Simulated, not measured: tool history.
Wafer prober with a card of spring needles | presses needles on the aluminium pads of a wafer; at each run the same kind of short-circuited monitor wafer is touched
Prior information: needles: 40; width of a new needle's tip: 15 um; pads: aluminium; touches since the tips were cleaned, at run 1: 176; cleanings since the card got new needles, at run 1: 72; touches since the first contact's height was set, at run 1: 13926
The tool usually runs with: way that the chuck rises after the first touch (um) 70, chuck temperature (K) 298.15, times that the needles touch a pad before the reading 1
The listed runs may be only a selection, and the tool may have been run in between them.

run   hour  way that the chuck rises after the first touch (um)  chuck temperature (K)  times that the needles touch a pad before the reading  touches since the tips were cleaned  cleanings since the card got new needles  touches since the first contact's height was set  resistance of one needle with its contact and lead (mohm)  way that a needle slides on the pad (um)
  1    0.0                                                   70                 298.15                                                      1                                  176                                        72                                             13926                                                        188                                     10.40
       3.9  -- tips cleaned on abrasive film
       7.7  -- tips cleaned on abrasive film
      12.5  -- tips cleaned on abrasive film
      17.3  -- tips cleaned on abrasive film
      22.1  -- tips cleaned on abrasive film
      26.9  -- tips cleaned on abrasive film
      31.0  -- tips cleaned on abrasive film
  2   31.0                                                   70                 298.15                                                      1                                    0                                        79                                             33222                                                        185                                     10.36
      35.7  -- tips cleaned on abrasive film
      40.5  -- tips cleaned on abrasive film
      44.4  -- tips cleaned on abrasive film
      49.2  -- tips cleaned on abrasive film
      54.0  -- tips cleaned on abrasive film
      58.5  -- tips cleaned on abrasive film
  3   58.5                                                   70                 298.15                                                      1                                    0                                        85                                             50407                                                        188                                     10.33
      62.4  -- tips cleaned on abrasive film
      66.2  -- tips cleaned on abrasive film
      71.0  -- tips cleaned on abrasive film
      74.9  -- tips cleaned on abrasive film
      79.6  -- tips cleaned on abrasive film
      84.4  -- tips cleaned on abrasive film
      89.2  -- tips cleaned on abrasive film
      94.0  -- tips cleaned on abrasive film
  4   96.4                                                   70                 298.15                                                      1                                 1497                                        93                                             74025                                                        211                                     10.29
      98.3  -- tips cleaned on abrasive film
     103.1  -- tips cleaned on abrasive film
     107.9  -- tips cleaned on abrasive film
     111.8  -- tips cleaned on abrasive film
     116.5  -- tips cleaned on abrasive film
     120.4  -- tips cleaned on abrasive film
     124.3  -- tips cleaned on abrasive film
     129.0  -- tips cleaned on abrasive film, once more
     129.3  -- height of the first contact set anew
  5  129.9                                                   70                 324.15                                                      1                                  359                                       101                                               359                                                        199                                     10.48
     133.8  -- tips cleaned on abrasive film
     138.5  -- tips cleaned on abrasive film
     142.4  -- tips cleaned on abrasive film
     147.2  -- tips cleaned on abrasive film
     152.0  -- tips cleaned on abrasive film
     156.8  -- tips cleaned on abrasive film
     161.5  -- tips cleaned on abrasive film
  6  165.1                                                   70                 324.15                                                      1                                 2266                                       108                                             22353                                                        228                                     10.45
     166.1  -- tips cleaned on abrasive film
     170.9  -- tips cleaned on abrasive film
     174.8  -- tips cleaned on abrasive film
     179.6  -- tips cleaned on abrasive film
     184.4  -- tips cleaned on abrasive film
     188.4  -- tips cleaned on abrasive film
  7  188.4                                                   70                 324.15                                                      1                                    0                                       114                                             36852                                                        189                                     10.37
     193.2  -- tips cleaned on abrasive film
     198.0  -- tips cleaned on abrasive film
     202.8  -- tips cleaned on abrasive film
     207.6  -- tips cleaned on abrasive film
     212.4  -- tips cleaned on abrasive film
     217.2  -- tips cleaned on abrasive film
     221.7  -- tips cleaned on abrasive film
  8  221.7                                                   70                 298.15                                                      1                                    0                                       121                                             57615                                                        187                                     10.35
     226.5  -- tips cleaned on abrasive film
     231.3  -- tips cleaned on abrasive film
     235.1  -- tips cleaned on abrasive film
     239.9  -- tips cleaned on abrasive film
     244.7  -- tips cleaned on abrasive film
     249.5  -- tips cleaned on abrasive film
  9  250.1                                                   70                 298.15                                                      1                                  355                                       127                                             75307                                                        194                                     10.29
     253.9  -- tips cleaned on abrasive film
     257.8  -- tips cleaned on abrasive film
     262.5  -- tips cleaned on abrasive film
     266.4  -- tips cleaned on abrasive film
     270.2  -- tips cleaned on abrasive film
     275.0  -- tips cleaned on abrasive film
     279.8  -- tips cleaned on abrasive film
     281.1  -- height of the first contact set anew
     284.0  -- tips cleaned on abrasive film
     288.8  -- tips cleaned on abrasive film
 10  289.1                                                   84                 298.15                                                      1                                  205                                       136                                              4987                                                        188                                     12.56
     292.9  -- tips cleaned on abrasive film
     297.7  -- tips cleaned on abrasive film
     302.5  -- tips cleaned on abrasive film
     307.3  -- tips cleaned on abrasive film
 11  309.9                                                   84                 298.15                                                      1                                 1643                                       140                                             17988                                                        205                                     12.48
     311.8  -- tips cleaned on abrasive film
     316.6  -- tips cleaned on abrasive film
     321.4  -- tips cleaned on abrasive film
     326.2  -- tips cleaned on abrasive film
     330.3  -- tips cleaned on abrasive film
 12  330.3                                                   68                 339.15                                                      3                                    0                                       145                                             30686                                                        193                                     10.09
     335.1  -- tips cleaned on abrasive film
     339.9  -- tips cleaned on abrasive film
     344.6  -- tips cleaned on abrasive film
     349.4  -- tips cleaned on abrasive film
     354.2  -- tips cleaned on abrasive film
 13  355.5                                                   68                 339.15                                                      3                                  801                                       150                                             46432                                                        203                                     10.06
     358.4  -- tips cleaned on abrasive film
     363.2  -- tips cleaned on abrasive film
     368.0  -- tips cleaned on abrasive film
     371.8  -- tips cleaned on abrasive film
     376.6  -- tips cleaned on abrasive film
     381.4  -- tips cleaned on abrasive film
 14  384.3                                                   89                 298.15                                                      1                                 1825                                       156                                             64399                                                        206                                     13.13

Run 15 comes next. What will it give?
     385.3  -- tips cleaned on abrasive film
     389.2  -- tips cleaned on abrasive film
     393.0  -- tips cleaned on abrasive film
     397.8  -- tips cleaned on abrasive film
     402.6  -- tips cleaned on abrasive film
 15  403.8                                                   54                 352.15                                                      2                                  758                                       161                                             76517                                                          ?                                         ?

{"run 15": {"resistance of one needle with its contact and lead (mohm)": 215, "way that a needle slides on the pad (um)": 7.91}}
If the tool had no hidden condition, the same run with the same run-to-run variation would have returned resistance of one needle with its contact and lead (mohm) 194, way that a needle slides on the pad (um) 8.10.
